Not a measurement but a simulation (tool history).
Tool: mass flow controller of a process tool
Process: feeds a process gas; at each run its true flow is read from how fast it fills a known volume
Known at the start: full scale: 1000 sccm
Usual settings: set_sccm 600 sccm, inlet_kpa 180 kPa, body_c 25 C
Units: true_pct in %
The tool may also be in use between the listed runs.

run     day  set_sccm  inlet_kpa  body_c  true_pct
  1       0       600        180      25     98.93
  2   4.238       600        180      25      99.1
  3   9.008       600        180      25      99.1
  4  12.325       600        180      25     99.15
  5  15.183       600        166      25     99.34
  6  17.704       600        166      25     99.24
  7  22.812       600        180      40    100.07
  8  27.792       600        180      40    100.15
  9  32.658       201        180      25     98.28
 10  37.196       600        248      35     99.45
 11  42.383       725        144      35     100.6
 12  47.233       271        189      25      98.5
 13  51.954       175        173      25     98.38
 14  54.779       175        173      25     98.46

Forecast each of these 4 alternatives for the next run:
  A  58.854       221        180      25         ?
  B  58.854       483        180      25         ?
  C  58.854       175        267      25         ?
  D  58.854       600        161      27         ?

run  true_pct
  A     98.63
  B     99.18
  C      97.8
  D     99.81
Without the tool's hidden state the same runs would have given:
run  true_pct
  A     98.05
  B      98.6
  C     97.22
  D     99.22

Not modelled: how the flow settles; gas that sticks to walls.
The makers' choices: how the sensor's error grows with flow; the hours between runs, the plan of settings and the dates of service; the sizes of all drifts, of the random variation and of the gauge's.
